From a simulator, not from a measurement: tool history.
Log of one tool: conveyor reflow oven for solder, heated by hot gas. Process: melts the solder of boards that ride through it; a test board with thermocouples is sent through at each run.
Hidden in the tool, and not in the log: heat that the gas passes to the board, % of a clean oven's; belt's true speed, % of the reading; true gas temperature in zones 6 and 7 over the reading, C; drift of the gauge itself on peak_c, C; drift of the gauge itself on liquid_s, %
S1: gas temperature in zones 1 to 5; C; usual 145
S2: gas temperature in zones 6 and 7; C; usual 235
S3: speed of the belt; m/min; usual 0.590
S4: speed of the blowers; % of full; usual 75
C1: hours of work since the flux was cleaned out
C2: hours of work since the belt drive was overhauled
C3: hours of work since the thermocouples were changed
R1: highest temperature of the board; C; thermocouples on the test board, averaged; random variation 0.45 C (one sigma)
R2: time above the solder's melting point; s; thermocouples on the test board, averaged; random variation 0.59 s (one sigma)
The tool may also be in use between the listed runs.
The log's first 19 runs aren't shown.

run   hour   S1   S2     S3  S4   C1   C2   C3     R1    R2
 20  300.9  158  235  0.590  62   36  683  516  215.0  58.7
 21  316.2  158  235  0.590  62   45  692  525  214.9  57.8
 22  335.3  158  235  0.590  62   58  705  538  214.8  57.4
 23  355.0  158  235  0.590  62   70  717  550  215.2  58.1
 24  378.7  158  235  0.590  62   85  732  565  215.0  57.7
 25  402.4  145  235  0.687  80  100  747  580  210.8  40.7
 26  418.5  145  235  0.590  53  110  757  590  208.3  46.2
 27  440.5  145  235  0.590  53  124  771  604  207.4  44.9
 28  459.0  156  245  0.590  75  136  783  616  225.7  64.0
 29  475.8  156  226  0.471  75  147  794  627  215.9  74.9
 30  496.4  145  232  0.590  75  160  807  640  212.7  51.7
 31  517.1  145  232  0.590  75  173  820  653  212.6  51.1

Forecast each of these 4 alternatives for the next run:
  A  533.3  145  248  0.649  75  183  830  663   ?   ?
  B  533.3  149  234  0.636  75  183  830  663   ?   ?
  C  533.3  145  232  0.478  75  183  830  663   ?   ?
  D  533.3  145  230  0.590  70  183  830  663   ?   ?

run     R1    R2
  A  221.4  52.0
  B  211.9  49.0
  C  219.3  69.9
  D  209.8  48.2
Without the tool's hidden state the same runs would have given:
run     R1    R2
  A  221.5  52.1
  B  211.9  49.1
  C  219.3  70.0
  D  209.8  48.3

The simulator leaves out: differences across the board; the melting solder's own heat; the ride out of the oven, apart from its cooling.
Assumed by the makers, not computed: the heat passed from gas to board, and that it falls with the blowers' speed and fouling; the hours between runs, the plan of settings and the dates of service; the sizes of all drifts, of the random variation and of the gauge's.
